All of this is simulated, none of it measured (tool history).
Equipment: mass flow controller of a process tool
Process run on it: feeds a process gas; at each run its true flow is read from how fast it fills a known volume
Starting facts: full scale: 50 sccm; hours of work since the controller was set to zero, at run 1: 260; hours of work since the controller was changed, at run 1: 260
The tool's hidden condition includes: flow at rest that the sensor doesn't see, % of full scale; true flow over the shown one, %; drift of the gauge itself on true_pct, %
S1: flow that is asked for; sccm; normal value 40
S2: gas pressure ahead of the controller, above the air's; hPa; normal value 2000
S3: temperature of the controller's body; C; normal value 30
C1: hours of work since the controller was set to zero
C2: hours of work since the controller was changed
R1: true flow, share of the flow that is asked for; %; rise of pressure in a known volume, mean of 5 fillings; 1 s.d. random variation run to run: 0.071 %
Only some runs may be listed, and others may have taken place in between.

run	hour	S1	S2	S3	C1	C2	R1
1	0	40	2000	30	260	260	99.94
2	67.4	40	2000	30	294	294	99.85
3	140.1	40	2000	30	330	330	99.82
4	200.5	40	2000	30	361	361	99.75
5	244.3	40	2000	30	383	383	99.64
6	304.9	40	2000	40	413	413	100.11
7	357.3	40	2000	40	440	440	100.1
8	397	40	2000	40	460	460	100.16
9	452.5	40	2000	30	487	487	99.71
10	497	18	1680	30	510	510	98.9
11	541.7	16	1770	36	532	532	98.86
12	611.5	16	1770	36	567	567	98.92
13	651.5	21	1900	21	588	588	98.42
14	721.2	21	1900	21	623	623	98.25
15	757	6	1900	30	641	641	96.85
16	792.6	15	2000	30	659	659	98.26
17	844.7	20	1940	24	685	685	98.32

Forecast each of these 4 alternatives for the next run:
A	919.3	40	1530	35	722	722	?
B	919.3	20	1670	24	722	722	?
C	919.3	11	1540	28	722	722	?
D	919.3	8	2270	32	722	722	?

run	R1
A	100.13
B	98.43
C	97.88
D	96.97
Without the tool's hidden state the same runs would have given:
run	R1
A	100.41
B	99.06
C	99.08
D	98.66
